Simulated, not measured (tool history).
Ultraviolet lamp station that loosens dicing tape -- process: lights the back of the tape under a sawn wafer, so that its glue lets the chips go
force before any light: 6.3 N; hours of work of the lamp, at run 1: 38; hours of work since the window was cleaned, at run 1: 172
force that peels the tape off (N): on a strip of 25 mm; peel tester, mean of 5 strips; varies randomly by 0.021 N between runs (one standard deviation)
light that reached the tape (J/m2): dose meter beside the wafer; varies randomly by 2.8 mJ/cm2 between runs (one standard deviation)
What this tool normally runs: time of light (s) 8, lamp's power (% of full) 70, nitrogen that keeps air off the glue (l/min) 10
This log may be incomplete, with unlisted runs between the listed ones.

run,hour,time of light (s),lamp's power (% of full),nitrogen that keeps air off the glue (l/min),hours of work of the lamp,hours of work since the window was cleaned,force that peels the tape off (N),light that reached the tape (J/m2)
1,0.0,8,70,10,38,172,1.093,3660
2,82.9,8,70,10,81,215,1.134,3570
3,131.0,8,70,10,106,240,1.208,3530
4,196.9,8,70,10,140,274,1.194,3460
5,256.9,8,64,10,171,305,1.388,3110
6,329.9,8,64,10,209,343,1.439,3060
7,386.2,8,94,10,238,372,0.833,4380
8,446.0,8,70,10,269,403,1.296,3240
# hour 531.2: window cleaned of glue's vapour
9,531.4,8,70,10,313,0,1.224,3380
10,596.2,8,70,5,347,34,1.806,3250
11,644.3,8,70,5,372,59,1.775,3300
12,714.1,8,70,5,408,95,1.894,3200
13,752.0,8,70,10,428,115,1.337,3150
14,840.4,8,70,12,474,161,1.284,3090
15,883.7,8,70,10,496,183,1.449,3030
16,919.5,8,70,10,515,202,1.443,2990
17,983.7,8,70,10,548,235,1.494,2990
18,1037.3,8,70,10,576,263,1.496,2930
19,1111.2,8,70,10,615,301,1.558,2780
# hour 1147.8: lamp changed
20,1159.2,8,70,10,6,326,1.115,3560
21,1194.7,8,70,10,24,344,1.136,3540
22,1246.8,8,73,10,51,371,1.106,3670
23,1298.2,8,73,10,78,398,1.148,3590
24,1353.1,13,76,5,107,426,0.786,5970
# hour 1394.4: window cleaned of glue's vapour
25,1409.3,8,70,6,136,8,1.530,3590
26,1451.8,16,70,10,158,30,0.376,7070
27,1510.9,13,78,10,188,60,0.435,6270
28,1570.7,10,89,10,219,92,0.543,5430
29,1650.7,10,89,10,261,133,0.567,5340
30,1719.7,6,85,6,297,169,1.930,2980
31,1767.8,9,99,13,322,194,0.524,5130
32,1847.4,9,99,13,363,235,0.554,5000
33,1915.5,12,93,4,399,271,0.889,6140
34,1971.5,10,77,3,428,300,1.812,4220
35,2042.3,10,60,10,464,337,1.351,3220
36,2094.7,9,95,3,492,364,1.638,4510
37,2138.2,15,67,8,514,386,0.740,5250
38,2217.6,9,89,14,555,428,0.730,4030
# hour 2254.6: window cleaned of glue's vapour
39,2254.6,8,70,15,574,0,1.225,3000
40,2318.4,13,61,17,608,33,0.634,4160
# hour 2368.3: lamp changed
41,2368.3,8,75,15,0,59,0.684,4060
42,2421.1,8,73,6,27,86,1.333,3870
43,2474.3,8,73,6,55,114,1.411,3830

Some steps in force that peels the tape off (N), run to run, broken into two amounts with sign: the step expected even without the hidden condition (settings, incoming material, random variation), and the rest, left for the hidden condition together with whatever gauge scatter is not in both the measured and the hidden-condition-free result:
Unlogged tool condition in this case: lamp's light, % of a new lamp's; light that the window lets through, % of a clean one's; drift of the gauge itself on peel_n, %; drift of the gauge itself on dose_mj_cm2, %.
Run 19 -> 20: lamp changed. force that peels the tape off (N) -0.443: hidden state -0.439, all else -0.004.
Run 25 -> 26: time of light (s) 8 -> 16, nitrogen that keeps air off the glue (l/min) 6 -> 10. force that peels the tape off (N) -1.154: hidden state -0.096, all else -1.058.
Run 29 -> 30: time of light (s) 10 -> 6, lamp's power (% of full) 89 -> 85, nitrogen that keeps air off the glue (l/min) 10 -> 6. force that peels the tape off (N) +1.363: hidden state +0.215, all else +1.148.
Run 30 -> 31: time of light (s) 6 -> 9, lamp's power (% of full) 85 -> 99, nitrogen that keeps air off the glue (l/min) 6 -> 13. force that peels the tape off (N) -1.406: hidden state -0.207, all else -1.199.
Run 36 -> 37: time of light (s) 9 -> 15, lamp's power (% of full) 95 -> 67, nitrogen that keeps air off the glue (l/min) 3 -> 8. force that peels the tape off (N) -0.898: hidden state -0.227, all else -0.671.
